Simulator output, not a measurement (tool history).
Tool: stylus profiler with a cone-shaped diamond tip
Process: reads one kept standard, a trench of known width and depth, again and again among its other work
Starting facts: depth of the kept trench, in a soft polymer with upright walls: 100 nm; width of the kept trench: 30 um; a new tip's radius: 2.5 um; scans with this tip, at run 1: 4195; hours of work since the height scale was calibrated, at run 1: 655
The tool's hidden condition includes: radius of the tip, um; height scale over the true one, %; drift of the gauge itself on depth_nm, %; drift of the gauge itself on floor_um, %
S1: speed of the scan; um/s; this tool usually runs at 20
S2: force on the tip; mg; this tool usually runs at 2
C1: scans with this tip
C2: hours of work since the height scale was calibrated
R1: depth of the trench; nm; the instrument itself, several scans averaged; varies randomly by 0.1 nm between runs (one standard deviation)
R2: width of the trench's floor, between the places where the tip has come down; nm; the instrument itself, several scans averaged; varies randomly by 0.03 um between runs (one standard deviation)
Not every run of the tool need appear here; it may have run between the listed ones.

| run | hour | S1 | S2 | C1 | C2 | R1 | R2 |
|---|---|---|---|---|---|---|---|
| 1 | 0 | 20 | 2 | 4195 | 655 | 100.62 | 27980 |
| 2 | 24.3 | 20 | 1.25 | 4311 | 673 | 100.59 | 27990 |
| 3 | 51 | 20 | 1.25 | 4438 | 693 | 100.51 | 27900 |
| 4 | 76.2 | 20 | 1.25 | 4557 | 712 | 100.42 | 27930 |
| 5 | 96.3 | 20 | 1.25 | 4653 | 727 | 100.5 | 27920 |
| 6 | 113.3 | 20 | 1.79 | 4734 | 739 | 100.57 | 27900 |
| 7 | 134.4 | 40 | 2 | 4834 | 755 | 100.98 | 27780 |
| 8 | 146.9 | 6 | 2 | 4894 | 764 | 100.72 | 27970 |
| 9 | 172.3 | 6 | 2 | 5014 | 783 | 100.77 | 28030 |
| 10 | 198.3 | 20 | 5.9 | 5138 | 803 | 101.91 | 27910 |
| 11 | 212.2 | 20 | 5.9 | 5204 | 813 | 102.11 | 27900 |
| 12 | 231.9 | 20 | 5.9 | 5298 | 828 | 101.98 | 27950 |
| 13 | 254.3 | 20 | 5.9 | 5404 | 844 | 101.95 | 27890 |
| 14 | 272.7 | 20 | 1.04 | 5491 | 858 | 100.32 | 27830 |
| 15 | 297.7 | 75 | 2.03 | 5610 | 876 | 100.84 | 27580 |
| 16 | 315.1 | 75 | 2.03 | 5693 | 889 | 100.68 | 27590 |
| 17 | 327.3 | 20 | 2.09 | 5751 | 898 | 100.75 | 27870 |
| 18 | 342.1 | 20 | 1.37 | 5821 | 909 | 100.42 | 27870 |
| 19 | 362.7 | 31 | 1.2 | 5919 | 925 | 100.56 | 27750 |
| 20 | 380.9 | 19 | 5 | 6006 | 938 | 101.73 | 27890 |
| 21 | 402.4 | 20 | 4.72 | 6108 | 954 | 101.64 | 27800 |
| 22 | 415.5 | 31 | 3.69 | 6170 | 964 | 101.35 | 27760 |
| 23 | 440.1 | 62 | 0.78 | 6287 | 982 | 100.4 | 27370 |
| 24 | 467.7 | 6 | 4.26 | 6418 | 1003 | 101.42 | 27880 |
| 25 | 483.9 | 46 | 1.02 | 6495 | 1015 | 100.45 | 27510 |

Each row is a separate what-if for the run after 25, all from the same tool condition, not one after another. Results?
| A | 504.3 | 64 | 2 | 6592 | 1030 | ? | ? |
| B | 504.3 | 6 | 1.56 | 6592 | 1030 | ? | ? |
| C | 504.3 | 61 | 2.16 | 6592 | 1030 | ? | ? |
| D | 504.3 | 14 | 1.02 | 6592 | 1030 | ? | ? |

| run | R1 | R2 |
|---|---|---|
| A | 100.71 | 27500 |
| B | 100.56 | 27890 |
| C | 100.86 | 27600 |
| D | 100.44 | 27810 |
With no hidden state in the tool, these same runs would have given:
| run | R1 | R2 |
|---|---|---|
| A | 101.04 | 28240 |
| B | 100.89 | 28640 |
| C | 101.19 | 28340 |
| D | 100.77 | 28550 |
